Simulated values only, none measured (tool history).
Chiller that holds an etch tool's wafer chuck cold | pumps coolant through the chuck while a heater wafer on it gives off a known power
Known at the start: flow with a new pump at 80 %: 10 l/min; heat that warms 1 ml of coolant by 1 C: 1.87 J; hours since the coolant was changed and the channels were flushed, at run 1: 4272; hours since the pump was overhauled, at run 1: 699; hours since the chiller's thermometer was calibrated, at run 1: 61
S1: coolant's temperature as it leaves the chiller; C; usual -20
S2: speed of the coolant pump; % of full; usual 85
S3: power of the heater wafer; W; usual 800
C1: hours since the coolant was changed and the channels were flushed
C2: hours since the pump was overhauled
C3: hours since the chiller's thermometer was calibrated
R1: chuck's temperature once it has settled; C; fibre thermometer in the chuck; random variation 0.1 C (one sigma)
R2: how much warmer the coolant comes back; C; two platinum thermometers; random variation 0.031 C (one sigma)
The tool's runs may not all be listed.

Run 1, day 0: usual settings; C1 4272; C2 699; C3 61. Result: R1 -14.2 C, R2 2.41 C.
Run 2, day 7.121: usual settings but S3 1184 W; C1 4443; C2 869; C3 232. Result: R1 -11.2 C, R2 3.62 C.
Run 3, day 10.683: usual settings but S1 -27 C; C1 4528; C2 955; C3 317. Result: R1 -21.2 C, R2 2.4 C.
Run 4, day 15.667: usual settings but S2 66 % of full; C1 4648; C2 1075; C3 437. Result: R1 -13 C, R2 3.16 C.
Run 5, day 19.842: usual settings but S2 66 % of full; C1 4748; C2 1175; C3 537. Result: R1 -12.9 C, R2 3.14 C.
Run 6, day 24.954: usual settings but S3 930 W; C1 4871; C2 1297; C3 660. Result: R1 -13.1 C, R2 2.86 C.
Run 7, day 32.388: usual settings but S3 930 W; C1 5049; C2 1476; C3 838. Result: R1 -13.2 C, R2 2.86 C.
Run 8, day 36.867: usual settings but S3 930 W; C1 5157; C2 1583; C3 946. Result: R1 -13.1 C, R2 2.84 C.
Run 9, day 42.996: usual settings but S3 930 W; C1 5304; C2 1730; C3 1093. Result: R1 -13.1 C, R2 2.91 C.
Run 10, day 47.171: usual settings but S3 930 W; C1 5404; C2 1831; C3 1193. Result: R1 -13 C, R2 2.87 C.
Run 11, day 52.108: usual settings but S1 -19 C; C1 5522; C2 1949; C3 1312. Result: R1 -13 C, R2 2.51 C.
Run 12, day 58.504: usual settings but S1 -19 C; C1 5676; C2 2103; C3 1465. Result: R1 -13.1 C, R2 2.55 C.
Run 13, day 61.738: usual settings; C1 5753; C2 2180; C3 1543. Result: R1 -14.1 C, R2 2.53 C.
Run 14, day 65.592: usual settings; C1 5846; C2 2273; C3 1635. Result: R1 -14 C, R2 2.53 C.
Run 15, day 70.788: usual settings; C1 5971; C2 2397; C3 1760. Result: R1 -13.8 C, R2 2.53 C.
At day 71.308: chiller's thermometer calibrated.
Run 16, day 76.933: usual settings; C1 6117; C2 2544; C3 135. Result: R1 -13.9 C, R2 2.55 C.
Run 17, day 83.208: usual settings but S1 -24 C, S2 71 % of full, S3 845 W; C1 6268; C2 2694; C3 286. Result: R1 -16.7 C, R2 3.23 C.
Run 18, day 87.95: usual settings but S3 1048 W; C1 6382; C2 2808; C3 399. Result: R1 -12 C, R2 3.37 C.
Run 19, day 92.433: usual settings but S1 -23 C, S2 71 % of full, S3 963 W; C1 6489; C2 2916; C3 507. Result: R1 -14.7 C, R2 3.68 C.
Run 20, day 95.696: usual settings but S1 -12 C, S3 450 W; C1 6567; C2 2994; C3 585. Result: R1 -8.8 C, R2 1.43 C.
Run 21, day 100.121: usual settings but S1 -15 C, S3 670 W; C1 6674; C2 3100; C3 691. Result: R1 -10 C, R2 2.13 C.
At day 106.367: chiller's thermometer calibrated, once more.
Run 22, day 106.879: usual settings but S1 -22 C, S2 64 % of full, S3 445 W; C1 6835; C2 3262; C3 12. Result: R1 -17.9 C, R2 1.99 C.

Forecast run 23:
Run 23, day 111.333: usual settings but S1 -19 C, S2 87 % of full, S3 408 W; C1 6942; C2 3368; C3 119. Result: R1 ?, R2 ?.

{"run 23": {"R1": -15.7, "R2": 1.29}}
Without the tool's hidden state the same run would have given R1 -16.2 C, R2 1.22 C.
